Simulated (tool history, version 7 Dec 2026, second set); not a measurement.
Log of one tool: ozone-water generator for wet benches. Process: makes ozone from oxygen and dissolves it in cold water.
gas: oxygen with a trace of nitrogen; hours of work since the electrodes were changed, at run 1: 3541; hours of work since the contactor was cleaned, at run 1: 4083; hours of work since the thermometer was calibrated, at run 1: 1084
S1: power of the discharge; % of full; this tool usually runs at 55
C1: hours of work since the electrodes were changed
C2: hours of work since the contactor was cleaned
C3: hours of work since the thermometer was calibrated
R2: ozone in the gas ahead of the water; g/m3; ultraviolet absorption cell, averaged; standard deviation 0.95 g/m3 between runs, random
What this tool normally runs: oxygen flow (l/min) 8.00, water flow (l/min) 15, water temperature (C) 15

Run 1, day 0.000: usual settings; C1 3541; C2 4083; C3 1084. Result: dissolved ozone (ppm) 26.0, R2 156.7 g/m3.
Run 2, day 2.008: usual settings; C1 3585; C2 4126; C3 1128. Result: dissolved ozone (ppm) 26.2, R2 156.5 g/m3.
Run 3, day 5.796: usual settings; C1 3667; C2 4209; C3 1210. Result: dissolved ozone (ppm) 25.9, R2 157.0 g/m3.
Run 4, day 10.162: usual settings but water temperature (C) 10; C1 3762; C2 4303; C3 1305. Result: dissolved ozone (ppm) 27.9, R2 155.4 g/m3.
Run 5, day 14.825: usual settings but oxygen flow (l/min) 5.04, water temperature (C) 10; C1 3863; C2 4404; C3 1406. Result: dissolved ozone (ppm) 30.1, R2 210.0 g/m3.
Run 6, day 17.512: usual settings but oxygen flow (l/min) 5.04, water flow (l/min) 17, water temperature (C) 10; C1 3921; C2 4463; C3 1464. Result: dissolved ozone (ppm) 26.8, R2 208.4 g/m3.
Run 7, day 21.054: usual settings but oxygen flow (l/min) 5.04, water flow (l/min) 17, water temperature (C) 17; C1 3998; C2 4540; C3 1541. Result: dissolved ozone (ppm) 24.3, R2 207.5 g/m3.
Run 8, day 23.221: usual settings; C1 4045; C2 4587; C3 1588. Result: dissolved ozone (ppm) 25.5, R2 155.2 g/m3.
Run 9, day 27.888: usual settings; C1 4146; C2 4688; C3 1689. Result: dissolved ozone (ppm) 25.6, R2 155.0 g/m3.
Run 10, day 32.579: usual settings; C1 4248; C2 4790; C3 1791. Result: dissolved ozone (ppm) 25.6, R2 154.7 g/m3.
Run 11, day 36.379: usual settings but S1 91 % of full; C1 4330; C2 4872; C3 1874. Result: dissolved ozone (ppm) 35.3, R2 212.3 g/m3.
Run 12, day 39.896: usual settings; C1 4407; C2 4948; C3 1950. Result: dissolved ozone (ppm) 25.4, R2 154.9 g/m3.
Run 13, day 43.433: usual settings; C1 4483; C2 5025; C3 2027. Result: dissolved ozone (ppm) 25.9, R2 153.6 g/m3.
Run 14, day 47.383: usual settings; C1 4569; C2 5111; C3 2112. Result: dissolved ozone (ppm) 25.7, R2 153.8 g/m3.
Run 15, day 49.875: usual settings; C1 4623; C2 5165; C3 2166. Result: dissolved ozone (ppm) 25.5, R2 152.2 g/m3.
Run 16, day 54.029: usual settings; C1 4713; C2 5255; C3 2257. Result: dissolved ozone (ppm) 25.1, R2 153.0 g/m3.
Run 17, day 57.000: usual settings but oxygen flow (l/min) 9.57, water temperature (C) 21; C1 4778; C2 5319; C3 2321. Result: dissolved ozone (ppm) 21.2, R2 137.6 g/m3.
Run 18, day 58.942: usual settings but S1 68 % of full, oxygen flow (l/min) 8.19, water flow (l/min) 23, water temperature (C) 19; C1 4820; C2 5361; C3 2363. Result: dissolved ozone (ppm) 18.9, R2 173.4 g/m3.
Run 19, day 61.104: usual settings but S1 68 % of full, oxygen flow (l/min) 8.19, water flow (l/min) 23, water temperature (C) 19; C1 4867; C2 5408; C3 2410. Result: dissolved ozone (ppm) 19.1, R2 173.6 g/m3.
Run 20, day 64.996: usual settings but S1 68 % of full, oxygen flow (l/min) 8.19, water flow (l/min) 23, water temperature (C) 19; C1 4951; C2 5493; C3 2494. Result: dissolved ozone (ppm) 18.6, R2 174.2 g/m3.
Run 21, day 67.050: usual settings but S1 52 % of full; C1 4996; C2 5537; C3 2539. Result: dissolved ozone (ppm) 24.1, R2 147.8 g/m3.
Run 22, day 71.525: usual settings but S1 52 % of full; C1 5093; C2 5634; C3 2636. Result: dissolved ozone (ppm) 24.5, R2 147.7 g/m3.
Run 23, day 75.550: usual settings but S1 89 % of full, oxygen flow (l/min) 13.89, water flow (l/min) 12, water temperature (C) 21; C1 5180; C2 5722; C3 2723. Result: dissolved ozone (ppm) 28.2, R2 144.6 g/m3.
Run 24, day 79.792: usual settings but S1 89 % of full, oxygen flow (l/min) 13.89, water flow (l/min) 12, water temperature (C) 21; C1 5272; C2 5814; C3 2815. Result: dissolved ozone (ppm) 27.9, R2 145.7 g/m3.
Run 25, day 84.458: usual settings but S1 71 % of full, oxygen flow (l/min) 5.17, water flow (l/min) 14, water temperature (C) 13; C1 5373; C2 5915; C3 2917. Result: dissolved ozone (ppm) 34.6, R2 234.9 g/m3.
Run 26, day 88.733: usual settings but S1 71 % of full, oxygen flow (l/min) 5.00, water flow (l/min) 18, water temperature (C) 10; C1 5466; C2 6008; C3 3009. Result: dissolved ozone (ppm) 28.7, R2 239.1 g/m3.
Run 27, day 90.662: usual settings but S1 61 % of full, oxygen flow (l/min) 5.00, water flow (l/min) 18, water temperature (C) 10; C1 5508; C2 6050; C3 3051. Result: dissolved ozone (ppm) 26.5, R2 218.5 g/m3.
Run 28, day 95.312: usual settings but water flow (l/min) 23; C1 5609; C2 6150; C3 3152. Result: dissolved ozone (ppm) 17.4, R2 152.4 g/m3.
Run 29, day 99.096: usual settings but water flow (l/min) 23; C1 5691; C2 6232; C3 3234. Result: dissolved ozone (ppm) 17.3, R2 152.0 g/m3.
At day 100.338: water thermometer calibrated.
Run 30, day 101.562: usual settings but water flow (l/min) 17; C1 5744; C2 6286; C3 27. Result: dissolved ozone (ppm) 22.2, R2 150.5 g/m3.
Run 31, day 105.096: usual settings but water flow (l/min) 11, water temperature (C) 21; C1 5821; C2 6362; C3 103. Result: dissolved ozone (ppm) 26.9, R2 149.8 g/m3.
Run 32, day 109.262: usual settings but water flow (l/min) 11, water temperature (C) 21; C1 5911; C2 6453; C3 194. Result: dissolved ozone (ppm) 26.5, R2 150.7 g/m3.

Alternative continuations, all from the tool just after run 32; predict every row:
Run A, day 113.617: usual settings but S1 61 % of full, oxygen flow (l/min) 4.95, water temperature (C) 7; C1 6005; C2 6547; C3 288. Result: dissolved ozone (ppm) ?, R2 ?.
Run B, day 113.617: usual settings but S1 44 % of full, oxygen flow (l/min) 13.08, water flow (l/min) 11, water temperature (C) 21; C1 6005; C2 6547; C3 288. Result: dissolved ozone (ppm) ?, R2 ?.
Run C, day 113.617: usual settings but S1 86 % of full, oxygen flow (l/min) 12.74; C1 6005; C2 6547; C3 288. Result: dissolved ozone (ppm) ?, R2 ?.

run  dissolved ozone (ppm)     R2
  A                   32.2  217.0
  B                   19.2   96.4
  C                   28.8  147.0
Had the tool no hidden state, the same runs would have come out as:
run  dissolved ozone (ppm)     R2
  A                   36.4  235.3
  B                   21.1  102.6
  C                   33.2  162.7
